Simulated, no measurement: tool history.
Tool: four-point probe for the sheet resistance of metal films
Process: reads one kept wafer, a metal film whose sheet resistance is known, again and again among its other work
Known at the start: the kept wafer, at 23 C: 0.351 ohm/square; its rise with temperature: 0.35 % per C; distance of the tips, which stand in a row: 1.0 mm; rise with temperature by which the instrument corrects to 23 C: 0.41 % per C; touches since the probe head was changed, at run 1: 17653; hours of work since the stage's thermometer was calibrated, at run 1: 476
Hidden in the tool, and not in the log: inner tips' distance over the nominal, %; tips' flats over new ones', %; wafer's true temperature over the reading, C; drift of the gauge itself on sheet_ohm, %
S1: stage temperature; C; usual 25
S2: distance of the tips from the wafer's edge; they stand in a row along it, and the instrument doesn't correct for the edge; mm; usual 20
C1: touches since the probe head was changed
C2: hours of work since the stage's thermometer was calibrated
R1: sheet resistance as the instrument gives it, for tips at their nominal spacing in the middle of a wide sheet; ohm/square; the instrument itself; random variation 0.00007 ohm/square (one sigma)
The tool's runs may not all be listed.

| run | hour | S1 | S2 | C1 | C2 | R1 |
|---|---|---|---|---|---|---|
| 1 | 0 | 25 | 20 | 17653 | 476 | 0.349006 |
| 2 | 14.3 | 25 | 20 | 17944 | 485 | 0.349055 |
| 3 | 24.9 | 25 | 20 | 18157 | 492 | 0.349138 |
| 4 | 47.3 | 25 | 20 | 18612 | 506 | 0.349103 |
| 5 | 69.4 | 25 | 20 | 19060 | 521 | 0.348988 |
| 6 | 80.2 | 25 | 20 | 19278 | 528 | 0.349189 |
| 7 | 92.7 | 25 | 14 | 19530 | 536 | 0.349616 |
| 8 | 114 | 25 | 14 | 19963 | 549 | 0.349609 |
| 9 | 139.5 | 25 | 14 | 20480 | 566 | 0.349642 |
| 10 | 151.9 | 33 | 4 | 20731 | 574 | 0.3583 |
| 11 | 171 | 28 | 4 | 21118 | 586 | 0.359381 |
| 12 | 189.4 | 29 | 18 | 21490 | 598 | 0.348414 |
| 13 | 204.1 | 33 | 5 | 21788 | 608 | 0.354376 |
| 14 | 227.3 | 33 | 5 | 22258 | 623 | 0.354452 |
| 15 | 248 | 30 | 43 | 22676 | 636 | 0.347819 |
| 16 | 269.8 | 30 | 43 | 23118 | 651 | 0.347746 |
| 17 | 282.6 | 19 | 20 | 23377 | 659 | 0.350642 |

Measured less the same run without the tool's hidden state. The same run-to-run variation is in both; the gauge's scatter may not be:
| run | R1 |
|---|---|
| 1 | -0.001934 |
| 2 | -0.001924 |
| 3 | -0.001918 |
| 4 | -0.001904 |
| 5 | -0.001887 |
| 6 | -0.001882 |
| 7 | -0.001876 |
| 8 | -0.001859 |
| 9 | -0.001842 |
| 10 | -0.001871 |
| 11 | -0.001868 |
| 12 | -0.0018 |
| 13 | -0.001814 |
| 14 | -0.001797 |
| 15 | -0.001755 |
| 16 | -0.001738 |
| 17 | -0.001752 |
